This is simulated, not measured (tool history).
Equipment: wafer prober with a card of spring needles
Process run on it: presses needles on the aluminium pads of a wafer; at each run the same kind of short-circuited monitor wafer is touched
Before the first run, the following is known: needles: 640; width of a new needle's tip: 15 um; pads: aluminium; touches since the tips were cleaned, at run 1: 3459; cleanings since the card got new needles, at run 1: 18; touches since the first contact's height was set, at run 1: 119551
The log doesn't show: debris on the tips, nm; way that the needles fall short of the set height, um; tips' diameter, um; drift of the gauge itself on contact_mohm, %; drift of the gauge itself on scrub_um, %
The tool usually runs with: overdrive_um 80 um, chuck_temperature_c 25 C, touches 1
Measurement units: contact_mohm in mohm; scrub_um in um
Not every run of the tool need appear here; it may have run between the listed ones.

run	hour	overdrive_um	chuck_temperature_c	touches	touches since the tips were cleaned	cleanings since the card got new needles	touches since the first contact's height was set	contact_mohm	scrub_um
1	0	80	25	1	3459	18	119551	265	19.43
# hour 13.3: tips cleaned on abrasive film
2	16.3	80	25	1	545	19	122524	256	19.42
3	30.4	80	25	1	3129	19	125108	257	19.42
4	44.3	98	25	1	5699	19	127678	258	23.81
# hour 45.9: tips cleaned on abrasive film
5	62.5	98	25	1	3052	20	130995	257	23.76
# hour 77.7: tips cleaned on abrasive film
6	80.4	98	25	1	508	21	134271	256	23.73
7	98	98	25	1	3733	21	137496	260	23.78
# hour 109.5: tips cleaned on abrasive film
8	111.9	89	85	1	438	22	140027	276	21.57
# hour 119.3: height of the first contact set anew
9	128.8	89	26	3	3485	22	1742	256	21.63
# hour 141.5: tips cleaned on abrasive film
10	144.3	80	59	3	503	23	4571	271	19.42
11	162.4	80	44	1	3833	23	7901	272	19.45
# hour 174.3: tips cleaned on abrasive film
12	181	80	38	2	1220	24	11298	265	19.37
13	191.2	90	117	2	3091	24	13169	285	21.81
14	200.9	74	78	1	4881	24	14959	280	17.96

Below are 5 alternative next runs, each starting from the tool's condition after run 14. Predict each:
# hour 206.9: tips cleaned on abrasive film
A	219.3	80	25	3	2276	25	18321	?	?
# hour 206.9: tips cleaned on abrasive film
B	219.3	97	78	2	2276	25	18321	?	?
# hour 206.9: tips cleaned on abrasive film
C	219.3	73	46	2	2276	25	18321	?	?
# hour 206.9: tips cleaned on abrasive film
D	219.3	80	25	2	2276	25	18321	?	?
# hour 206.9: tips cleaned on abrasive film
E	219.3	93	78	2	2276	25	18321	?	?

run	contact_mohm	scrub_um
A	262	19.43
B	272	23.58
C	265	17.69
D	262	19.46
E	271	22.58
Had the tool no hidden state, the same runs would have come out as:
run	contact_mohm	scrub_um
A	262	19.43
B	271	23.58
C	265	17.7
D	261	19.46
E	271	22.58

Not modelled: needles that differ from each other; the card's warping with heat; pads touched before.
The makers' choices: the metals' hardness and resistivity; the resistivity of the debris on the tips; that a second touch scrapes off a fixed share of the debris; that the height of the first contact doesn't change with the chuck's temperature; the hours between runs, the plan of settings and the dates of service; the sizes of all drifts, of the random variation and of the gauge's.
